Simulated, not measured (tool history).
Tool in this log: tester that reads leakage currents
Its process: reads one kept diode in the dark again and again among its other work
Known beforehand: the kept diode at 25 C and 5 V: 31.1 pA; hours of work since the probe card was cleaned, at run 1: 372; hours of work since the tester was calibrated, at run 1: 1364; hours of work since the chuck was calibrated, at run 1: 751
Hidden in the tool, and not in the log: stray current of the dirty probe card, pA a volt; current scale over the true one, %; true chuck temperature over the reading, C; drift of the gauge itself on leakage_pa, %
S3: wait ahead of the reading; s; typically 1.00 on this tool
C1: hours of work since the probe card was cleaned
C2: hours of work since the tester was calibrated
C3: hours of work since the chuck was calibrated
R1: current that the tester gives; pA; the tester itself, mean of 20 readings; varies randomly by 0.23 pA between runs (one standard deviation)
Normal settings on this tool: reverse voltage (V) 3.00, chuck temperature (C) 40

run 1 hour=0.0 | reverse_voltage_(V)=3.00 chuck_temperature_(C)=40 S3=1.00 | C1=372 C2=1364 C3=751 | R1=76.13
run 2 hour=176.6 | reverse_voltage_(V)=3.00 chuck_temperature_(C)=40 S3=1.00 | C1=486 C2=1479 C3=866 | R1=75.87
run 3 hour=354.8 | reverse_voltage_(V)=3.00 chuck_temperature_(C)=40 S3=1.00 | C1=602 C2=1595 C3=982 | R1=75.99
run 4 hour=490.8 | reverse_voltage_(V)=2.58 chuck_temperature_(C)=40 S3=1.00 | C1=690 C2=1683 C3=1070 | R1=70.01
run 5 hour=628.9 | reverse_voltage_(V)=2.58 chuck_temperature_(C)=40 S3=1.00 | C1=780 C2=1773 C3=1160 | R1=69.81
run 6 hour=843.2 | reverse_voltage_(V)=3.00 chuck_temperature_(C)=26 S3=1.00 | C1=919 C2=1912 C3=1299 | R1=27.21
-- hour=909.1 chuck's temperature calibrated
run 7 hour=1067.7 | reverse_voltage_(V)=3.00 chuck_temperature_(C)=26 S3=1.00 | C1=1064 C2=2057 C3=103 | R1=27.07
run 8 hour=1263.7 | reverse_voltage_(V)=3.00 chuck_temperature_(C)=26 S3=1.00 | C1=1191 C2=2184 C3=230 | R1=27.28
run 9 hour=1462.9 | reverse_voltage_(V)=3.00 chuck_temperature_(C)=26 S3=1.00 | C1=1321 C2=2313 C3=360 | R1=27.38
run 10 hour=1627.0 | reverse_voltage_(V)=3.00 chuck_temperature_(C)=26 S3=3.90 | C1=1427 C2=2420 C3=466 | R1=26.33
-- hour=1700.7 tester calibrated
run 11 hour=1822.5 | reverse_voltage_(V)=3.00 chuck_temperature_(C)=26 S3=3.90 | C1=1553 C2=79 C3=592 | R1=26.43
run 12 hour=2043.9 | reverse_voltage_(V)=3.00 chuck_temperature_(C)=40 S3=1.00 | C1=1697 C2=223 C3=736 | R1=75.83
run 13 hour=2229.9 | reverse_voltage_(V)=1.69 chuck_temperature_(C)=37 S3=3.45 | C1=1817 C2=344 C3=857 | R1=45.01
run 14 hour=2364.5 | reverse_voltage_(V)=1.69 chuck_temperature_(C)=37 S3=3.45 | C1=1905 C2=431 C3=944 | R1=44.96
-- hour=2430.8 probe card cleaned and baked
run 15 hour=2545.0 | reverse_voltage_(V)=7.17 chuck_temperature_(C)=57 S3=1.32 | C1=74 C2=547 C3=1059 | R1=378.14
run 16 hour=2747.4 | reverse_voltage_(V)=2.18 chuck_temperature_(C)=57 S3=1.32 | C1=206 C2=678 C3=1191 | R1=204.60
run 17 hour=2961.7 | reverse_voltage_(V)=2.18 chuck_temperature_(C)=57 S3=1.32 | C1=345 C2=817 C3=1330 | R1=204.45
-- hour=2998.6 chuck's temperature calibrated
run 18 hour=3140.1 | reverse_voltage_(V)=2.18 chuck_temperature_(C)=57 S3=1.32 | C1=459 C2=932 C3=92 | R1=204.95
run 19 hour=3265.0 | reverse_voltage_(V)=2.18 chuck_temperature_(C)=57 S3=1.32 | C1=541 C2=1013 C3=173 | R1=204.52
run 20 hour=3426.2 | reverse_voltage_(V)=2.67 chuck_temperature_(C)=20 S3=1.81 | C1=645 C2=1118 C3=278 | R1=15.54
run 21 hour=3543.4 | reverse_voltage_(V)=1.68 chuck_temperature_(C)=25 S3=0.99 | C1=721 C2=1194 C3=354 | R1=18.40
run 22 hour=3732.6 | reverse_voltage_(V)=4.94 chuck_temperature_(C)=24 S3=0.85 | C1=844 C2=1317 C3=477 | R1=30.94
run 23 hour=3855.2 | reverse_voltage_(V)=4.94 chuck_temperature_(C)=24 S3=0.85 | C1=924 C2=1396 C3=556 | R1=30.94

Predict each of these 3 candidate next runs independently; none follows another, all start after run 23:
run A hour=3966.5 | reverse_voltage_(V)=5.96 chuck_temperature_(C)=43 S3=1.24 | C1=996 C2=1469 C3=629 | R1=?
run B hour=3966.5 | reverse_voltage_(V)=2.88 chuck_temperature_(C)=53 S3=6.05 | C1=996 C2=1469 C3=629 | R1=?
run C hour=3966.5 | reverse_voltage_(V)=1.41 chuck_temperature_(C)=25 S3=0.98 | C1=996 C2=1469 C3=629 | R1=?

run=A R1=134.15
run=B R1=178.36
run=C R1=16.81
The same runs, with their run-to-run variation unchanged, on a tool lacking any hidden condition would have given:
run=A R1=134.22
run=B R1=178.45
run=C R1=16.82
